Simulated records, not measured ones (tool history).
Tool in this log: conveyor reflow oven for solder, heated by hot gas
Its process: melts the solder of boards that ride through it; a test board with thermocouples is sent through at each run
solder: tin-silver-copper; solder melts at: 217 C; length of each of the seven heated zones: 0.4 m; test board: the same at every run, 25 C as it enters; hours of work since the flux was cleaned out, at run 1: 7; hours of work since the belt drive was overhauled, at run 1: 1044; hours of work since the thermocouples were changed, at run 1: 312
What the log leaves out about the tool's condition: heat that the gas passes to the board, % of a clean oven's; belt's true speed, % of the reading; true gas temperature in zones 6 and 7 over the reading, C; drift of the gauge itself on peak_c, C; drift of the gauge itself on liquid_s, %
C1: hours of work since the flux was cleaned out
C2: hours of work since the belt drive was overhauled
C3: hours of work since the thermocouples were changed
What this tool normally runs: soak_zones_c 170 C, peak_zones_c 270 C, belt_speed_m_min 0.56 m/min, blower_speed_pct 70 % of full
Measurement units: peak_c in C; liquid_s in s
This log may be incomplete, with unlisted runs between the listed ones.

{"run": 1, "hour": 0.0, "soak_zones_c": 170, "peak_zones_c": 270, "belt_speed_m_min": 0.56, "blower_speed_pct": 70, "C1": 7, "C2": 1044, "C3": 312, "peak_c": 255.3, "liquid_s": 68.5}
{"run": 2, "hour": 66.3, "soak_zones_c": 170, "peak_zones_c": 267, "belt_speed_m_min": 0.56, "blower_speed_pct": 70, "C1": 56, "C2": 1093, "C3": 361, "peak_c": 253.5, "liquid_s": 65.3}
{"run": 3, "hour": 158.2, "soak_zones_c": 170, "peak_zones_c": 267, "belt_speed_m_min": 0.56, "blower_speed_pct": 70, "C1": 124, "C2": 1161, "C3": 429, "peak_c": 252.1, "liquid_s": 65.2}
{"run": 4, "hour": 241.4, "soak_zones_c": 170, "peak_zones_c": 267, "belt_speed_m_min": 0.56, "blower_speed_pct": 70, "C1": 185, "C2": 1223, "C3": 491, "peak_c": 251.9, "liquid_s": 65.2}
{"run": 5, "hour": 316.5, "soak_zones_c": 170, "peak_zones_c": 270, "belt_speed_m_min": 0.56, "blower_speed_pct": 70, "C1": 241, "C2": 1278, "C3": 546, "peak_c": 254.1, "liquid_s": 66.8}
{"hour": 327.4, "done": "flux residue cleaned out of gas plates and filters"}
{"run": 6, "hour": 406.0, "soak_zones_c": 170, "peak_zones_c": 270, "belt_speed_m_min": 0.56, "blower_speed_pct": 70, "C1": 58, "C2": 1341, "C3": 609, "peak_c": 252.7, "liquid_s": 64.8}
{"run": 7, "hour": 464.6, "soak_zones_c": 170, "peak_zones_c": 270, "belt_speed_m_min": 0.56, "blower_speed_pct": 70, "C1": 101, "C2": 1384, "C3": 652, "peak_c": 252.5, "liquid_s": 64.6}
{"run": 8, "hour": 528.9, "soak_zones_c": 170, "peak_zones_c": 270, "belt_speed_m_min": 0.56, "blower_speed_pct": 70, "C1": 149, "C2": 1431, "C3": 699, "peak_c": 252.3, "liquid_s": 64.4}
{"hour": 567.5, "done": "belt drive overhauled, speed set with a stopwatch"}
{"run": 9, "hour": 607.9, "soak_zones_c": 170, "peak_zones_c": 270, "belt_speed_m_min": 0.56, "blower_speed_pct": 70, "C1": 204, "C2": 30, "C3": 755, "peak_c": 250.5, "liquid_s": 61.3}
{"hour": 670.9, "done": "flux residue cleaned out of gas plates and filters"}
{"run": 10, "hour": 710.6, "soak_zones_c": 170, "peak_zones_c": 270, "belt_speed_m_min": 0.56, "blower_speed_pct": 70, "C1": 29, "C2": 102, "C3": 827, "peak_c": 254.5, "liquid_s": 65.6}
{"run": 11, "hour": 809.3, "soak_zones_c": 170, "peak_zones_c": 270, "belt_speed_m_min": 0.56, "blower_speed_pct": 70, "C1": 102, "C2": 175, "C3": 900, "peak_c": 253.9, "liquid_s": 64.8}
{"hour": 835.5, "done": "flux residue cleaned out of gas plates and filters, once more"}
{"run": 12, "hour": 908.1, "soak_zones_c": 170, "peak_zones_c": 270, "belt_speed_m_min": 0.56, "blower_speed_pct": 70, "C1": 54, "C2": 244, "C3": 969, "peak_c": 253.7, "liquid_s": 65.3}
{"run": 13, "hour": 975.3, "soak_zones_c": 170, "peak_zones_c": 277, "belt_speed_m_min": 0.56, "blower_speed_pct": 70, "C1": 103, "C2": 294, "C3": 1019, "peak_c": 259.3, "liquid_s": 69.2}
{"run": 14, "hour": 1050.1, "soak_zones_c": 170, "peak_zones_c": 277, "belt_speed_m_min": 0.56, "blower_speed_pct": 70, "C1": 159, "C2": 349, "C3": 1074, "peak_c": 258.3, "liquid_s": 68.9}
{"hour": 1070.9, "done": "thermocouples of zones 6 and 7 changed"}
{"run": 15, "hour": 1107.4, "soak_zones_c": 170, "peak_zones_c": 270, "belt_speed_m_min": 0.56, "blower_speed_pct": 75, "C1": 199, "C2": 390, "C3": 27, "peak_c": 256.8, "liquid_s": 67.3}
{"run": 16, "hour": 1155.7, "soak_zones_c": 164, "peak_zones_c": 280, "belt_speed_m_min": 0.639, "blower_speed_pct": 70, "C1": 235, "C2": 426, "C3": 63, "peak_c": 258.3, "liquid_s": 57.7}
{"hour": 1174.2, "done": "flux residue cleaned out of gas plates and filters"}
{"run": 17, "hour": 1232.1, "soak_zones_c": 177, "peak_zones_c": 268, "belt_speed_m_min": 0.552, "blower_speed_pct": 67, "C1": 43, "C2": 479, "C3": 115, "peak_c": 255.5, "liquid_s": 70.6}
{"run": 18, "hour": 1316.3, "soak_zones_c": 166, "peak_zones_c": 268, "belt_speed_m_min": 0.454, "blower_speed_pct": 67, "C1": 105, "C2": 541, "C3": 178, "peak_c": 259.1, "liquid_s": 85.6}
{"run": 19, "hour": 1402.0, "soak_zones_c": 159, "peak_zones_c": 273, "belt_speed_m_min": 0.56, "blower_speed_pct": 73, "C1": 168, "C2": 604, "C3": 241, "peak_c": 256.7, "liquid_s": 64.5}
{"run": 20, "hour": 1494.6, "soak_zones_c": 177, "peak_zones_c": 273, "belt_speed_m_min": 0.56, "blower_speed_pct": 73, "C1": 237, "C2": 672, "C3": 309, "peak_c": 258.6, "liquid_s": 72}

Run 21 is up next; what results do you expect?
{"hour": 1518.4, "done": "flux residue cleaned out of gas plates and filters"}
{"run": 21, "hour": 1591.0, "soak_zones_c": 158, "peak_zones_c": 273, "belt_speed_m_min": 0.47, "blower_speed_pct": 80, "C1": 54, "C2": 740, "C3": 377, "peak_c": "?", "liquid_s": "?"}

Run 21 gave peak_c 263.3 C, liquid_s 83.4 s.
With no hidden state in the tool, this same run would have given peak_c 264.6 C, liquid_s 83 s.
